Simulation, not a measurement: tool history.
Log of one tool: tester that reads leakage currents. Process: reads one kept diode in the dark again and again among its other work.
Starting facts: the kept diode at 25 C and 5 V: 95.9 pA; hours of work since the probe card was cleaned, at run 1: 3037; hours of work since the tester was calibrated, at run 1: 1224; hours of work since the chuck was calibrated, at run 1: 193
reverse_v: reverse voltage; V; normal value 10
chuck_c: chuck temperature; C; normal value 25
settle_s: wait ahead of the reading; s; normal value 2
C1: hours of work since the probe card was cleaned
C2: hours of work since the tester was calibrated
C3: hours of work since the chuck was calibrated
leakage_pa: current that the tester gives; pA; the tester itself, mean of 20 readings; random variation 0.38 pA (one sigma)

Run 1, hour 0: usual settings; C1 3037; C2 1224; C3 193. Result: leakage_pa 129.45 pA.
Run 2, hour 155.1: usual settings; C1 3158; C2 1345; C3 313. Result: leakage_pa 127.41 pA.
Run 3, hour 315.4: usual settings; C1 3282; C2 1469; C3 438. Result: leakage_pa 125.57 pA.
Run 4, hour 468.4: usual settings; C1 3401; C2 1588; C3 557. Result: leakage_pa 124.01 pA.
Run 5, hour 555.3: usual settings; C1 3468; C2 1656; C3 624. Result: leakage_pa 123.68 pA.
At hour 591.9: probe card cleaned and baked.
Run 6, hour 661.4: usual settings; C1 54; C2 1736; C3 704. Result: leakage_pa 116.39 pA.
Run 7, hour 783.3: usual settings; C1 149; C2 1830; C3 799. Result: leakage_pa 115.2 pA.
Run 8, hour 920: usual settings; C1 255; C2 1937; C3 905. Result: leakage_pa 113.8 pA.
Run 9, hour 1039.6: usual settings; C1 348; C2 2029; C3 998. Result: leakage_pa 112.59 pA.
Run 10, hour 1139.8: usual settings; C1 426; C2 2107; C3 1076. Result: leakage_pa 111.6 pA.
Run 11, hour 1229.7: usual settings but reverse_v 3.5 V; C1 495; C2 2177; C3 1146. Result: leakage_pa 73.85 pA.
Run 12, hour 1334.5: usual settings but reverse_v 3.5 V; C1 577; C2 2258; C3 1227. Result: leakage_pa 73.22 pA.
Run 13, hour 1466.8: usual settings; C1 680; C2 2361; C3 1330. Result: leakage_pa 108.52 pA.
Run 14, hour 1625.1: usual settings; C1 803; C2 2484; C3 1453. Result: leakage_pa 106.96 pA.
Run 15, hour 1720.6: usual settings; C1 877; C2 2558; C3 1527. Result: leakage_pa 106.11 pA.
At hour 1827.8: chuck's temperature calibrated.
Run 16, hour 1903.5: usual settings; C1 1017; C2 2699; C3 59. Result: leakage_pa 121.84 pA.
Run 17, hour 2095.6: usual settings; C1 1166; C2 2848; C3 208. Result: leakage_pa 119.56 pA.
Run 18, hour 2187.9: usual settings but reverse_v 1.4 V, settle_s 2.58 s; C1 1238; C2 2920; C3 280. Result: leakage_pa 55.21 pA.
Run 19, hour 2279.8: usual settings but reverse_v 3.6 V, chuck_c 22 C, settle_s 1.58 s; C1 1309; C2 2991; C3 351. Result: leakage_pa 59.18 pA.
Run 20, hour 2397.3: usual settings but reverse_v 2.8 V, chuck_c 34 C, settle_s 7.01 s; C1 1401; C2 3082; C3 442. Result: leakage_pa 165.48 pA.
Run 21, hour 2570.5: usual settings but reverse_v 2.8 V, chuck_c 34 C, settle_s 7.01 s; C1 1535; C2 3217; C3 577. Result: leakage_pa 162.54 pA.
Run 22, hour 2766.4: usual settings but reverse_v 2.8 V, chuck_c 34 C, settle_s 7.01 s; C1 1687; C2 3369; C3 729. Result: leakage_pa 159.38 pA.
Run 23, hour 2959.4: usual settings but reverse_v 3.2 V, settle_s 8.47 s; C1 1837; C2 3519; C3 879. Result: leakage_pa 70.56 pA.
Run 24, hour 3106.8: usual settings but reverse_v 3.2 V, settle_s 8.47 s; C1 1952; C2 3634; C3 993. Result: leakage_pa 69.43 pA.
Run 25, hour 3211.4: usual settings but reverse_v 1.2 V, chuck_c 44 C, settle_s 0.51 s; C1 2033; C2 3715; C3 1075. Result: leakage_pa 272.37 pA.
Run 26, hour 3301.4: usual settings but reverse_v 4.6 V; C1 2103; C2 3785; C3 1145. Result: leakage_pa 79.12 pA.
Run 27, hour 3472.6: usual settings but reverse_v 4.6 V; C1 2236; C2 3918; C3 1278. Result: leakage_pa 77.54 pA.
Run 28, hour 3663.2: usual settings but reverse_v 2.7 V, chuck_c 44 C; C1 2384; C2 4066; C3 1426. Result: leakage_pa 356.62 pA.
Run 29, hour 3743.4: usual settings but reverse_v 1.5 V, chuck_c 24 C, settle_s 5.35 s; C1 2446; C2 4128; C3 1488. Result: leakage_pa 44.27 pA.
At hour 3895.4: chuck's temperature calibrated.
Run 30, hour 3895.4: usual settings but reverse_v 2.4 V, chuck_c 33 C; C1 2563; C2 4245; C3 0. Result: leakage_pa 153.08 pA.
Run 31, hour 3996.1: usual settings but reverse_v 3.4 V, chuck_c 41 C, settle_s 9.75 s; C1 2641; C2 4323; C3 78. Result: leakage_pa 356.78 pA.
Run 32, hour 4162.1: usual settings but reverse_v 3.4 V, chuck_c 41 C, settle_s 9.75 s; C1 2770; C2 4452; C3 207. Result: leakage_pa 350.42 pA.
Run 33, hour 4304.3: usual settings but reverse_v 1.1 V, chuck_c 30 C, settle_s 9.75 s; C1 2880; C2 4562; C3 318. Result: leakage_pa 82.25 pA.
Run 34, hour 4387.7: usual settings but reverse_v 4.5 V, chuck_c 30 C, settle_s 9.75 s; C1 2945; C2 4627; C3 382. Result: leakage_pa 141.58 pA.

Branching from run 34: 4 alternative next runs. What would each branch give?
Run A, hour 4582.8: usual settings but reverse_v 4.5 V, chuck_c 23 C, settle_s 9.75 s; C1 3097; C2 4778; C3 534. Result: leakage_pa ?.
Run B, hour 4582.8: usual settings but reverse_v 1.5 V, chuck_c 31 C, settle_s 7.76 s; C1 3097; C2 4778; C3 534. Result: leakage_pa ?.
Run C, hour 4582.8: usual settings but reverse_v 12.2 V, chuck_c 35 C, settle_s 1.76 s; C1 3097; C2 4778; C3 534. Result: leakage_pa ?.
Run D, hour 4582.8: usual settings but reverse_v 1.5 V, chuck_c 30 C, settle_s 9.75 s; C1 3097; C2 4778; C3 534. Result: leakage_pa ?.

run  leakage_pa
  A       71.73
  B       99.45
  C       325.5
  D       90.69
Without the tool's hidden state the same runs would have given:
run  leakage_pa
  A       76.08
  B      107.54
  C      347.59
  D       98.03
